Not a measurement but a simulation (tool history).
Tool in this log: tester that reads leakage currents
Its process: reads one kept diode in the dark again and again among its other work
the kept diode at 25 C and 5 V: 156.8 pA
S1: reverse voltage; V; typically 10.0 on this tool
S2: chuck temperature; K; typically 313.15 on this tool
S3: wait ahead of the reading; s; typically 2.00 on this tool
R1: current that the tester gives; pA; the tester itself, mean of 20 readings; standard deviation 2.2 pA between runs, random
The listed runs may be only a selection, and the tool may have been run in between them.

run	hour	S1	S2	S3	R1
1	0.0	10.0	313.15	2.00	738.32
2	93.9	10.0	297.15	2.00	196.00
3	285.5	10.0	297.15	2.00	206.13
4	404.3	10.0	297.15	2.00	211.82
5	624.7	11.1	297.15	2.00	233.67
# hour 719.2: chuck's temperature calibrated
6	719.2	10.0	313.15	2.00	741.55
7	889.3	10.0	313.15	2.00	768.73
8	999.8	10.0	313.15	2.00	787.03
9	1172.0	10.0	313.15	4.45	818.22
10	1309.7	13.8	313.15	4.52	959.07
# hour 1438.0: chuck's temperature calibrated
11	1448.2	13.8	298.15	4.52	249.71

4 options for the next run, each taken on its own from the tool as it stands now. Forecast them:
A	1650.4	3.6	298.15	0.76	?
B	1650.4	12.8	328.15	1.70	?
C	1650.4	10.0	316.15	0.33	?
D	1650.4	13.8	304.15	0.47	?

run	R1
A	150.64
B	2644.96
C	979.09
D	433.94
What these runs would have given with no unlogged condition in the tool:
run	R1
A	139.69
B	2553.90
C	934.43
D	397.38
